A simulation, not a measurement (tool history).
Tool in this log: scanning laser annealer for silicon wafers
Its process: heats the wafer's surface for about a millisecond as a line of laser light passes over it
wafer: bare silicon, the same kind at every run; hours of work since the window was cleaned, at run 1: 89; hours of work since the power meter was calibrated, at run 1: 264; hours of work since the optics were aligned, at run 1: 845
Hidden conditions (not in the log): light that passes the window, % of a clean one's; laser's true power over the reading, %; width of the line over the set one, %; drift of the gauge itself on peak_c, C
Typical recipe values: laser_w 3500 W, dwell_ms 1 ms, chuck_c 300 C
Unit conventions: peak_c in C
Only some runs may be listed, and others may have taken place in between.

run,day,laser_w,dwell_ms,chuck_c,hours of work since the window was cleaned,hours of work since the power meter was calibrated,hours of work since the optics were aligned,peak_c
1,0,3500,1,300,89,264,845,1068
2,0.558,3225,1,300,99,275,855,1010
3,0.942,3225,1,300,106,282,862,1006
4,1.488,3500,0.86,300,116,292,873,1009
5,2.088,3500,0.86,300,127,303,884,1006
6,2.679,3500,1,324,138,314,895,1091
7,3.229,3500,1,277,149,325,905,1041
8,3.85,3500,1,277,160,336,917,1040
9,4.175,3500,0.83,263,166,342,923,950
10,4.458,3198,1,300,172,347,928,994
11,4.983,3415,1,265,181,357,938,1004
12,5.412,3415,1,265,189,365,946,1005

Table of differences, measured result less the result of that run with no hidden state. Run-to-run variation is the same in both. Gauge scatter possibly is not:
run,peak_c
1,-17
2,-18
3,-18
4,-20
5,-20
6,-24
7,-25
8,-26
9,-25
10,-26
11,-28
12,-29
